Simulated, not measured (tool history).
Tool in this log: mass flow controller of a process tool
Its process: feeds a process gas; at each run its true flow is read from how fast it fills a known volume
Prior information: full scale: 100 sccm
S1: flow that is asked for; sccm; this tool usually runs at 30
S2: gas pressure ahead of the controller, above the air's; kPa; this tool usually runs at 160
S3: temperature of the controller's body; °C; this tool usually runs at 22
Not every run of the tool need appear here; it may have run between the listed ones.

{"run": 1, "hour": 0.0, "S1": 30, "S2": 160, "S3": 22, "true flow (%)": 100.67}
{"run": 2, "hour": 104.8, "S1": 30, "S2": 160, "S3": 28, "true flow (%)": 101.14}
{"run": 3, "hour": 279.5, "S1": 30, "S2": 160, "S3": 28, "true flow (%)": 101.21}
{"run": 4, "hour": 464.7, "S1": 30, "S2": 160, "S3": 28, "true flow (%)": 101.02}
{"run": 5, "hour": 646.8, "S1": 30, "S2": 160, "S3": 28, "true flow (%)": 101.15}
{"run": 6, "hour": 820.7, "S1": 58, "S2": 160, "S3": 22, "true flow (%)": 98.64}
{"run": 7, "hour": 1018.6, "S1": 58, "S2": 160, "S3": 22, "true flow (%)": 98.54}
{"run": 8, "hour": 1201.9, "S1": 30, "S2": 147, "S3": 22, "true flow (%)": 100.81}
{"hour": 1317.6, "done": "controller's zero set anew"}
{"run": 9, "hour": 1352.2, "S1": 30, "S2": 147, "S3": 22, "true flow (%)": 104.09}
{"run": 10, "hour": 1498.5, "S1": 30, "S2": 147, "S3": 22, "true flow (%)": 104.12}
{"run": 11, "hour": 1588.8, "S1": 30, "S2": 147, "S3": 37, "true flow (%)": 105.31}
{"run": 12, "hour": 1786.2, "S1": 30, "S2": 147, "S3": 37, "true flow (%)": 105.41}
{"run": 13, "hour": 1944.5, "S1": 30, "S2": 147, "S3": 37, "true flow (%)": 105.4}
{"run": 14, "hour": 2042.0, "S1": 30, "S2": 147, "S3": 37, "true flow (%)": 105.4}
{"run": 15, "hour": 2246.7, "S1": 30, "S2": 147, "S3": 37, "true flow (%)": 105.38}
{"hour": 2422.8, "done": "controller's zero set anew, once more"}
{"run": 16, "hour": 2439.6, "S1": 30, "S2": 143, "S3": 37, "true flow (%)": 96.42}
{"run": 17, "hour": 2655.7, "S1": 30, "S2": 262, "S3": 22, "true flow (%)": 96.2}
{"run": 18, "hour": 2804.8, "S1": 74, "S2": 160, "S3": 22, "true flow (%)": 95.41}
{"run": 19, "hour": 2935.6, "S1": 74, "S2": 160, "S3": 22, "true flow (%)": 95.61}
{"run": 20, "hour": 3109.9, "S1": 74, "S2": 160, "S3": 22, "true flow (%)": 95.46}
{"run": 21, "hour": 3280.6, "S1": 74, "S2": 160, "S3": 22, "true flow (%)": 95.48}
{"run": 22, "hour": 3460.7, "S1": 74, "S2": 160, "S3": 22, "true flow (%)": 95.38}
{"run": 23, "hour": 3613.1, "S1": 74, "S2": 160, "S3": 22, "true flow (%)": 95.4}
{"run": 24, "hour": 3749.1, "S1": 30, "S2": 160, "S3": 22, "true flow (%)": 95.47}
{"run": 25, "hour": 3840.0, "S1": 30, "S2": 160, "S3": 22, "true flow (%)": 95.55}
{"run": 26, "hour": 4006.8, "S1": 17, "S2": 246, "S3": 24, "true flow (%)": 96.87}
{"run": 27, "hour": 4173.0, "S1": 25, "S2": 236, "S3": 34, "true flow (%)": 97.29}
{"run": 28, "hour": 4364.5, "S1": 25, "S2": 236, "S3": 34, "true flow (%)": 97.38}
{"run": 29, "hour": 4574.7, "S1": 72, "S2": 204, "S3": 24, "true flow (%)": 95.7}
{"run": 30, "hour": 4706.2, "S1": 72, "S2": 192, "S3": 27, "true flow (%)": 95.91}
{"hour": 4723.7, "done": "controller exchanged for a calibrated one"}
{"run": 31, "hour": 4923.9, "S1": 97, "S2": 269, "S3": 30, "true flow (%)": 100.69}
{"run": 32, "hour": 5049.2, "S1": 30, "S2": 144, "S3": 22, "true flow (%)": 98.66}
{"run": 33, "hour": 5226.2, "S1": 29, "S2": 188, "S3": 22, "true flow (%)": 99.03}
{"run": 34, "hour": 5412.6, "S1": 10, "S2": 160, "S3": 22, "true flow (%)": 99.36}
{"run": 35, "hour": 5599.7, "S1": 15, "S2": 261, "S3": 31, "true flow (%)": 100.69}
{"run": 36, "hour": 5765.5, "S1": 67, "S2": 177, "S3": 26, "true flow (%)": 99.4}
{"run": 37, "hour": 5889.7, "S1": 17, "S2": 231, "S3": 22, "true flow (%)": 99.91}
{"run": 38, "hour": 6022.9, "S1": 90, "S2": 187, "S3": 25, "true flow (%)": 99.4}
{"run": 39, "hour": 6240.5, "S1": 90, "S2": 187, "S3": 25, "true flow (%)": 99.44}
{"run": 40, "hour": 6387.3, "S1": 90, "S2": 187, "S3": 25, "true flow (%)": 99.16}
{"run": 41, "hour": 6572.1, "S1": 90, "S2": 187, "S3": 25, "true flow (%)": 99.17}
{"run": 42, "hour": 6703.5, "S1": 90, "S2": 187, "S3": 25, "true flow (%)": 99.23}
{"run": 43, "hour": 6904.9, "S1": 30, "S2": 178, "S3": 36, "true flow (%)": 100.47}
{"run": 44, "hour": 7076.6, "S1": 39, "S2": 158, "S3": 22, "true flow (%)": 98.78}
{"run": 45, "hour": 7190.8, "S1": 49, "S2": 158, "S3": 22, "true flow (%)": 98.69}
{"run": 46, "hour": 7335.0, "S1": 49, "S2": 158, "S3": 22, "true flow (%)": 98.74}
{"run": 47, "hour": 7445.0, "S1": 28, "S2": 210, "S3": 22, "true flow (%)": 99.57}
{"run": 48, "hour": 7544.9, "S1": 30, "S2": 190, "S3": 37, "true flow (%)": 100.7}

Results per run with the tool's hidden condition removed, run-to-run variation unchanged:
Hidden conditions of the tool in this case: flow at rest that the sensor doesn't see, % of full scale; true flow over the shown one, %; drift of the gauge itself on true_pct, %.
run=1 true_flow_(%)=98.91
run=2 true_flow_(%)=99.37
run=3 true_flow_(%)=99.41
run=4 true_flow_(%)=99.20
run=5 true_flow_(%)=99.29
run=6 true_flow_(%)=99.17
run=7 true_flow_(%)=99.10
run=8 true_flow_(%)=98.86
run=9 true_flow_(%)=98.80
run=10 true_flow_(%)=98.81
run=11 true_flow_(%)=99.98
run=12 true_flow_(%)=100.05
run=13 true_flow_(%)=100.02
run=14 true_flow_(%)=100.01
run=15 true_flow_(%)=99.96
run=16 true_flow_(%)=100.01
run=17 true_flow_(%)=99.76
run=18 true_flow_(%)=99.14
run=19 true_flow_(%)=99.36
run=20 true_flow_(%)=99.23
run=21 true_flow_(%)=99.28
run=22 true_flow_(%)=99.21
run=23 true_flow_(%)=99.26
run=24 true_flow_(%)=98.87
run=25 true_flow_(%)=98.93
run=26 true_flow_(%)=99.50
run=27 true_flow_(%)=100.43
run=28 true_flow_(%)=100.48
run=29 true_flow_(%)=99.71
run=30 true_flow_(%)=99.95
run=31 true_flow_(%)=100.89
run=32 true_flow_(%)=98.75
run=33 true_flow_(%)=99.08
run=34 true_flow_(%)=98.62
run=35 true_flow_(%)=100.19
run=36 true_flow_(%)=99.67
run=37 true_flow_(%)=99.37
run=38 true_flow_(%)=99.79
run=39 true_flow_(%)=99.88
run=40 true_flow_(%)=99.63
run=41 true_flow_(%)=99.68
run=42 true_flow_(%)=99.78
run=43 true_flow_(%)=100.26
run=44 true_flow_(%)=98.85
run=45 true_flow_(%)=98.96
run=46 true_flow_(%)=99.02
run=47 true_flow_(%)=99.18
run=48 true_flow_(%)=100.39

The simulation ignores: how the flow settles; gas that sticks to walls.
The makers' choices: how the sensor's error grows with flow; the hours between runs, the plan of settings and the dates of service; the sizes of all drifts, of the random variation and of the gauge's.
